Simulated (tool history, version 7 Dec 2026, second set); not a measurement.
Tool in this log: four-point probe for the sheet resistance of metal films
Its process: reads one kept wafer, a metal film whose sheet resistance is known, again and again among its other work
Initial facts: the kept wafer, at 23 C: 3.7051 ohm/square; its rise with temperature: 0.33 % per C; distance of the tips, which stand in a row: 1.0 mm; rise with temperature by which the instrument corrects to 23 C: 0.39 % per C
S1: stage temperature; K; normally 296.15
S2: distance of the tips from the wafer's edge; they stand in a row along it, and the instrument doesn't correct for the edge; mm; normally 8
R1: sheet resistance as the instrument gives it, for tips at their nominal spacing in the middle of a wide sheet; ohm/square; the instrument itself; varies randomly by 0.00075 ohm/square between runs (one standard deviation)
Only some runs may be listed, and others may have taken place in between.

run 1 day=0.000 | S1=296.15 S2=8 | R1=3.735069
run 2 day=1.283 | S1=296.15 S2=8 | R1=3.736151
run 3 day=2.571 | S1=296.15 S2=8 | R1=3.734655
run 4 day=3.921 | S1=296.15 S2=24 | R1=3.708686
run 5 day=5.225 | S1=296.15 S2=24 | R1=3.708259
run 6 day=6.238 | S1=296.15 S2=24 | R1=3.706714
run 7 day=7.075 | S1=295.15 S2=8 | R1=3.737014
run 8 day=8.062 | S1=295.15 S2=8 | R1=3.736360
run 9 day=9.254 | S1=295.15 S2=8 | R1=3.737742
run 10 day=9.929 | S1=295.15 S2=8 | R1=3.737548
run 11 day=11.271 | S1=298.15 S2=10 | R1=3.719743
run 12 day=11.908 | S1=298.15 S2=10 | R1=3.719453
run 13 day=13.033 | S1=304.15 S2=10 | R1=3.709417
run 14 day=13.783 | S1=304.15 S2=10 | R1=3.707923
run 15 day=14.846 | S1=292.15 S2=33 | R1=3.714777
run 16 day=16.046 | S1=292.15 S2=33 | R1=3.714133
run 17 day=16.712 | S1=292.15 S2=33 | R1=3.715596

Branching from run 17: 3 alternative next runs. What would each branch give?
run A day=17.633 | S1=293.15 S2=29 | R1=?
run B day=17.633 | S1=296.15 S2=8 | R1=?
run C day=17.633 | S1=303.15 S2=33 | R1=?

run=A R1=3.712814
run=B R1=3.735767
run=C R1=3.689652
Without the tool's unlogged condition, the same runs would have read:
run=A R1=3.713524
run=B R1=3.736479
run=C R1=3.690353

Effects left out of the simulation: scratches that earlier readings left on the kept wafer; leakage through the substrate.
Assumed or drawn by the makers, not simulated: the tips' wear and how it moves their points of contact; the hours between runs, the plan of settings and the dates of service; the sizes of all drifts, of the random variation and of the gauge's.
